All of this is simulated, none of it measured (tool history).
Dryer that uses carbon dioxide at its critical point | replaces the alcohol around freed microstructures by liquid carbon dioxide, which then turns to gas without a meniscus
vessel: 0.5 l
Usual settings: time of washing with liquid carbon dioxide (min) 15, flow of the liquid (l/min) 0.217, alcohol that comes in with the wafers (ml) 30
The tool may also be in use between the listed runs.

run   hour  time of washing with liquid carbon dioxide (min)  flow of the liquid (l/min)  alcohol that comes in with the wafers (ml)  alcohol left in the vessel before it's heated (ppm by volume)
  1      0                                                15                       0.217                                          30                                                            322
  2   25.7                                                15                       0.217                                          30                                                            329
  3   48.5                                                15                       0.217                                          30                                                            317
  4   69.6                                                15                       0.217                                          30                                                            345
  5   80.9                                                15                       0.166                                          30                                                           1124
  6   98.4                                                15                       0.217                                          25                                                            291
  7  110.5                                                15                       0.217                                          30                                                            346
  8  127.7                                                15                       0.217                                          24                                                            294
  9  150.3                                                15                       0.217                                          24                                                            300
 10  172.3                                                15                       0.217                                          24                                                            304
 11  196.4                                                15                       0.217                                          24                                                            313
 12  212.8                                                15                       0.217                                          30                                                            376
 13  230.4                                                15                       0.164                                          30                                                           1303
 14  252.6                                                19                       0.217                                          30                                                            131
 15  265.9                                                19                       0.217                                          30                                                            139
 16  289.6                                                19                       0.217                                          30                                                            138
 17  309.7                                                15                       0.217                                          50                                                            653
 18    326                                                15                       0.217                                          50                                                            654
 19  340.8                                                15                       0.217                                          50                                                            682
 20    367                                                15                       0.217                                          32                                                            471
 21  384.3                                                12                       0.217                                          54                                                           1950
 22  395.9                                                12                       0.182                                          33                                                           2334
 23  416.1                                                16                       0.328                                          91                                                            108
 24  428.9                                                16                       0.328                                          91                                                            118
 25  448.5                                                15                       0.301                                          30                                                            132
 26  459.9                                                15                       0.182                                          60                                                           2007
 27  484.4                                                15                       0.362                                          35                                                             87
 28  495.3                                                17                       0.192                                          23                                                            410
 29  510.1                                                15                       0.217                                          43                                                            691
 30  534.7                                                18                       0.217                                          43                                                            311
     555.8  -- inlet filter changed
 31  556.4                                                13                       0.217                                         119                                                           1999
 32    578                                                13                       0.163                                          48                                                           2899
 33  598.2                                                13                       0.347                                          22                                                            102
 34  619.4                                                13                       0.347                                          22                                                            105
 35  640.7                                                13                       0.347                                          22                                                            106
 36    658                                                12                       0.343                                          53                                                            184
 37  682.7                                                 9                       0.313                                          53                                                           1003
 38  701.2                                                 9                       0.313                                          53                                                           1048

4 ways to go on from here, each from the tool as it stands after run 38. What would each give?
  A  717.1                                                10                       0.313                                          53                                                              ?
  B  717.1                                                 9                       0.368                                          53                                                              ?
  C  717.1                                                 9                       0.313                                          37                                                              ?
  D  717.1                                                11                       0.153                                          53                                                              ?

run  alcohol left in the vessel before it's heated (ppm by volume)
  A                                                            653
  B                                                            471
  C                                                            739
  D                                                           6846
Without the tool's hidden state the same runs would have given:
run  alcohol left in the vessel before it's heated (ppm by volume)
  A                                                            471
  B                                                            319
  C                                                            553
  D                                                           6124

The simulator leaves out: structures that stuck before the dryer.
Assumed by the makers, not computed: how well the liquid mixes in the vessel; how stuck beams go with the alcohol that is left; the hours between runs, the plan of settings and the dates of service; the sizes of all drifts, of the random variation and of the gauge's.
